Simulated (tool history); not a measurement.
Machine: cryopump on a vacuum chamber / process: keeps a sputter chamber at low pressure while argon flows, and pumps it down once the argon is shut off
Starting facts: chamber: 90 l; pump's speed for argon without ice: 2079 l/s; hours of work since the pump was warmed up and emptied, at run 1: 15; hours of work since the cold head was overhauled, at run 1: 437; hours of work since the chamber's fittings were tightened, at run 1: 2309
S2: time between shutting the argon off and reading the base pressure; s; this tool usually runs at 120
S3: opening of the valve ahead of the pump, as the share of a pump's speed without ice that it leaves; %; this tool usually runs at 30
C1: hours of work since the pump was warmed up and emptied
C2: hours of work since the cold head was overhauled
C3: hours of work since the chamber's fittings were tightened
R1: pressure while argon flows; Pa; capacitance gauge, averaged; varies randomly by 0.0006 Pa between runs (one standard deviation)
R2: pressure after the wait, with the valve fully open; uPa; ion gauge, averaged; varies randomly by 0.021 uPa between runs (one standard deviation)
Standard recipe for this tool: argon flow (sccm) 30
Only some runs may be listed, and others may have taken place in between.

run 1 hour=0 | argon_flow_(sccm)=30 S2=120 S3=30 | C1=15 C2=437 C3=2309 | R1=0.0823 R2=1.29
run 2 hour=37.5 | argon_flow_(sccm)=15 S2=120 S3=30 | C1=36 C2=458 C3=2329 | R1=0.0415 R2=1.37
run 3 hour=60 | argon_flow_(sccm)=15 S2=120 S3=30 | C1=49 C2=470 C3=2342 | R1=0.0427 R2=1.4
run 4 hour=89.8 | argon_flow_(sccm)=15 S2=120 S3=30 | C1=65 C2=487 C3=2358 | R1=0.041 R2=1.45
run 5 hour=125.6 | argon_flow_(sccm)=30 S2=67 S3=30 | C1=85 C2=506 C3=2378 | R1=0.0845 R2=1.68
run 6 hour=167.1 | argon_flow_(sccm)=30 S2=67 S3=30 | C1=108 C2=530 C3=2401 | R1=0.0839 R2=1.72
run 7 hour=208.2 | argon_flow_(sccm)=30 S2=67 S3=30 | C1=131 C2=552 C3=2424 | R1=0.084 R2=1.79
run 8 hour=238.9 | argon_flow_(sccm)=30 S2=120 S3=30 | C1=148 C2=569 C3=2441 | R1=0.0859 R2=1.47
run 9 hour=256.9 | argon_flow_(sccm)=30 S2=120 S3=30 | C1=158 C2=579 C3=2451 | R1=0.0849 R2=1.54
run 10 hour=282.4 | argon_flow_(sccm)=30 S2=120 S3=30 | C1=172 C2=594 C3=2465 | R1=0.0863 R2=1.52
run 11 hour=312.1 | argon_flow_(sccm)=23 S2=27 S3=27 | C1=189 C2=610 C3=2482 | R1=0.073 R2=2.78
run 12 hour=344 | argon_flow_(sccm)=13 S2=43 S3=26 | C1=206 C2=628 C3=2500 | R1=0.0434 R2=2.23
run 13 hour=386.5 | argon_flow_(sccm)=27 S2=106 S3=30 | C1=230 C2=651 C3=2523 | R1=0.0787 R2=1.68
run 14 hour=414.1 | argon_flow_(sccm)=27 S2=106 S3=30 | C1=245 C2=667 C3=2538 | R1=0.0793 R2=1.7
run 15 hour=439.1 | argon_flow_(sccm)=27 S2=106 S3=30 | C1=259 C2=681 C3=2552 | R1=0.0804 R2=1.72
run 16 hour=471.9 | argon_flow_(sccm)=14 S2=181 S3=48 | C1=278 C2=699 C3=2571 | R1=0.0273 R2=1.66
run 17 hour=494.2 | argon_flow_(sccm)=14 S2=181 S3=48 | C1=290 C2=711 C3=2583 | R1=0.0277 R2=1.73
run 18 hour=525.6 | argon_flow_(sccm)=25 S2=92 S3=27 | C1=307 C2=729 C3=2600 | R1=0.0835 R2=1.9
run 19 hour=543.9 | argon_flow_(sccm)=25 S2=92 S3=27 | C1=318 C2=739 C3=2611 | R1=0.0831 R2=1.97

For some of the steps in R1 from one run to the next: how much would appear even if the tool had no hidden state, given the settings, what came in and random variation, and how much remains for the hidden state plus any gauge scatter that the measured result and the result without hidden state don't share?
What the log doesn't record here: pump's speed, % of a pump's without ice; cold plate's temperature, K; leak into the chamber, uPa l/s; drift of the gauge itself on working_pa, %; drift of the gauge itself on base_upa, %.
Run 17 -> 18: argon flow (sccm) 14 -> 25, S2 181 -> 92, S3 48 -> 27. R1 +0.0558 Pa: hidden state +0.0036, all else +0.0522.

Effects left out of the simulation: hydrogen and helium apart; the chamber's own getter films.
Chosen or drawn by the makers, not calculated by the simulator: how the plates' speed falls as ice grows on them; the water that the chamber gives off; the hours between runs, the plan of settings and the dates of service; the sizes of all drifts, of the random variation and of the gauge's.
